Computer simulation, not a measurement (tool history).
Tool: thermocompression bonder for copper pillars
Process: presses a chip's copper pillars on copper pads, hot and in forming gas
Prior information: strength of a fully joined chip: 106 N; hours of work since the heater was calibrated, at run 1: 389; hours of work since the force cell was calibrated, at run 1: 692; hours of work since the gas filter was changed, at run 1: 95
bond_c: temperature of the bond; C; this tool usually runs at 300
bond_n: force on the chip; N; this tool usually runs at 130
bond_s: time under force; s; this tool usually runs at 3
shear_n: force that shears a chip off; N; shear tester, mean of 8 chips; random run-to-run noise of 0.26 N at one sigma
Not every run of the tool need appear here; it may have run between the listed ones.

run	hour	bond_c	bond_n	bond_s	hours of work since the heater was calibrated	hours of work since the force cell was calibrated	hours of work since the gas filter was changed	shear_n
1	0.0	300	130	3	389	692	95	40.1
2	36.1	300	130	3	416	719	122	39.5
3	57.7	300	130	3	432	735	138	39.0
4	90.2	300	130	3	456	759	162	38.7
# hour 125.6: forming gas filter changed
5	128.3	300	130	3	484	787	2	42.8
6	157.8	300	130	3	506	809	24	42.2
7	185.6	279	130	3	527	830	45	31.4
8	214.0	300	130	3	548	851	66	41.5
9	248.6	301	130	3	574	877	92	42.7
# hour 273.4: heater calibrated with a thermocouple chip
10	287.7	315	130	3	11	905	119	43.1
11	312.3	315	130	3	29	923	138	42.2
12	343.6	300	130	3	52	946	161	34.3
13	374.7	300	130	3	75	969	184	34.7
# hour 380.1: forming gas filter changed
14	398.9	300	130	3	93	987	14	37.4
15	433.7	300	130	3	119	1013	40	37.4
16	457.3	306	130	3	137	1030	57	40.3
17	495.5	300	130	3	165	1059	86	37.3
18	522.7	300	130	3	185	1079	106	36.4
19	557.2	300	130	3	211	1105	132	36.4
20	593.3	300	130	3	238	1132	159	35.9
21	617.9	291	130	2	256	1150	177	26.5
# hour 634.6: forming gas filter changed
22	652.9	309	130	2	282	1176	14	37.8
23	681.7	321	130	3	303	1197	35	51.2
24	713.6	294	130	3	327	1221	59	35.4
25	732.6	294	130	3	341	1235	73	35.5
26	750.7	311	130	3	355	1249	86	44.7
27	786.0	311	130	3	381	1275	113	43.9
28	818.2	311	130	3	405	1299	137	43.7
# hour 822.2: force cell calibrated
29	850.5	283	110	4	428	21	160	29.6
# hour 888.6: forming gas filter changed
30	890.9	298	130	2	458	51	2	33.4
31	932.8	298	130	2	489	82	33	33.4
32	965.2	300	194	9	513	106	57	68.0
33	983.2	302	79	3	526	119	70	31.8
34	1007.7	302	79	3	545	138	89	31.8
# hour 1015.0: force cell calibrated, once more
35	1050.5	282	130	3	575	26	119	32.1
# hour 1072.0: heater calibrated with a thermocouple chip
36	1072.0	316	78	7	0	41	134	47.3
37	1096.7	316	78	7	18	59	152	46.6
38	1115.7	316	78	7	32	73	166	45.7

Run 39 has not been measured yet. What should we expect?
# hour 1145.1: forming gas filter changed
39	1150.6	301	82	3	58	99	4	?

shear_n: 30.8 N
On a tool with no hidden condition, and with the same random variation, this run would have come out at shear_n 31.0 N.

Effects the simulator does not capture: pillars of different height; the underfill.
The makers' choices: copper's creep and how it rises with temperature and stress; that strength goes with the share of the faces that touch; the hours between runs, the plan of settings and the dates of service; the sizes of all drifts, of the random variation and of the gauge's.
